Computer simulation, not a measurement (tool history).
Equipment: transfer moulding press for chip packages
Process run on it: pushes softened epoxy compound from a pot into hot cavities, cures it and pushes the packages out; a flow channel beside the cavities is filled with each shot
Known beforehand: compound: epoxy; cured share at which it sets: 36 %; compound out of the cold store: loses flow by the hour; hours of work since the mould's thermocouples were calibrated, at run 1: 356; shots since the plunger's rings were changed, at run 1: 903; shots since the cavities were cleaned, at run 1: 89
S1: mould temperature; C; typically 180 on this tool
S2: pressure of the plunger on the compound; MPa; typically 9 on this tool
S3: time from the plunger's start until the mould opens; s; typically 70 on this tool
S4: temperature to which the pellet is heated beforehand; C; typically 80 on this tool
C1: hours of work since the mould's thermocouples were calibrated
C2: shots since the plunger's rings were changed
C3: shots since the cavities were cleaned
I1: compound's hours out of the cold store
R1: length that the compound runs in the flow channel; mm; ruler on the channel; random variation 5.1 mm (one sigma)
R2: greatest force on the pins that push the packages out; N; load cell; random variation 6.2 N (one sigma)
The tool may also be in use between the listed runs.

run 1 day=0 | S1=180 S2=9 S3=70 S4=80 | C1=356 C2=903 C3=89 | I1=23.9 | R1=726 R2=239
run 2 day=2.458 | S1=180 S2=9 S3=70 S4=80 | C1=384 C2=1546 C3=732 | I1=34.2 | R1=705 R2=250
run 3 day=3.75 | S1=180 S2=9 S3=70 S4=80 | C1=399 C2=1884 C3=1070 | I1=26.9 | R1=709 R2=246
-- day=4.083 cavities cleaned with cleaning compound and waxed
run 4 day=5.288 | S1=180 S2=9 S3=99 S4=80 | C1=416 C2=2270 C3=315 | I1=11.1 | R1=747 R2=205
run 5 day=7.058 | S1=180 S2=9.2 S3=70 S4=80 | C1=436 C2=2733 C3=778 | I1=39.6 | R1=699 R2=248
-- day=8.012 plunger's sealing rings changed
-- day=8.467 cavities cleaned with cleaning compound and waxed
run 6 day=8.996 | S1=180 S2=9.2 S3=70 S4=80 | C1=456 C2=240 C3=138 | I1=10.4 | R1=764 R2=237
run 7 day=10.4 | S1=180 S2=7.78 S3=70 S4=80 | C1=472 C2=607 C3=505 | I1=45.4 | R1=638 R2=243
-- day=11.35 mould's thermocouples calibrated
run 8 day=11.704 | S1=180 S2=7.78 S3=70 S4=80 | C1=4 C2=927 C3=825 | I1=9.3 | R1=695 R2=250
-- day=12.938 cavities cleaned with cleaning compound and waxed
run 9 day=14.004 | S1=176 S2=9 S3=70 S4=80 | C1=30 C2=1513 C3=280 | I1=24 | R1=731 R2=288
run 10 day=15.779 | S1=176 S2=9 S3=62 S4=75 | C1=50 C2=1977 C3=744 | I1=42.9 | R1=705 R2=375
-- day=17.167 cavities cleaned with cleaning compound and waxed
run 11 day=18.312 | S1=187 S2=9.31 S3=62 S4=75 | C1=78 C2=2623 C3=299 | I1=31.5 | R1=690 R2=217
-- day=19.712 plunger's sealing rings changed
run 12 day=20.496 | S1=187 S2=9.31 S3=62 S4=75 | C1=102 C2=206 C3=844 | I1=45.5 | R1=678 R2=222
-- day=21.583 cavities cleaned with cleaning compound and waxed
run 13 day=22.354 | S1=180 S2=10.48 S3=106 S4=84 | C1=122 C2=675 C3=201 | I1=43 | R1=738 R2=213
run 14 day=24.317 | S1=180 S2=10.48 S3=106 S4=84 | C1=144 C2=1189 C3=715 | I1=38.5 | R1=756 R2=210
-- day=25.942 cavities cleaned with cleaning compound and waxed
run 15 day=27.2 | S1=180 S2=10.48 S3=106 S4=80 | C1=177 C2=1927 C3=329 | I1=12.4 | R1=806 R2=215
run 16 day=29.588 | S1=180 S2=10.48 S3=106 S4=80 | C1=204 C2=2552 C3=954 | I1=47.1 | R1=734 R2=213
-- day=30.321 cavities cleaned with cleaning compound and waxed
-- day=31.446 plunger's sealing rings changed
run 17 day=32.05 | S1=180 S2=10.48 S3=87 S4=80 | C1=230 C2=159 C3=426 | I1=21.7 | R1=777 R2=212
run 18 day=34.046 | S1=180 S2=10.48 S3=81 S4=80 | C1=253 C2=681 C3=948 | I1=19.8 | R1=778 R2=226

3 options for the next run, each taken on its own from the tool as it stands now. Forecast them:
-- day=34.771 cavities cleaned with cleaning compound and waxed
run A day=36.267 | S1=180 S2=9 S3=61 S4=84 | C1=277 C2=1246 C3=392 | I1=33.8 | R1=? R2=?
-- day=34.771 cavities cleaned with cleaning compound and waxed
run B day=36.267 | S1=175 S2=10.48 S3=81 S4=80 | C1=277 C2=1246 C3=392 | I1=15.1 | R1=? R2=?
-- day=34.771 cavities cleaned with cleaning compound and waxed
run C day=36.267 | S1=187 S2=7.57 S3=70 S4=76 | C1=277 C2=1246 C3=392 | I1=46.5 | R1=? R2=?

run=A R1=703 R2=292
run=B R1=811 R2=258
run=C R1=602 R2=201
Stripped of hidden state, with their random variation kept, the same runs would have yielded:
run=A R1=703 R2=290
run=B R1=811 R2=256
run=C R1=603 R2=199
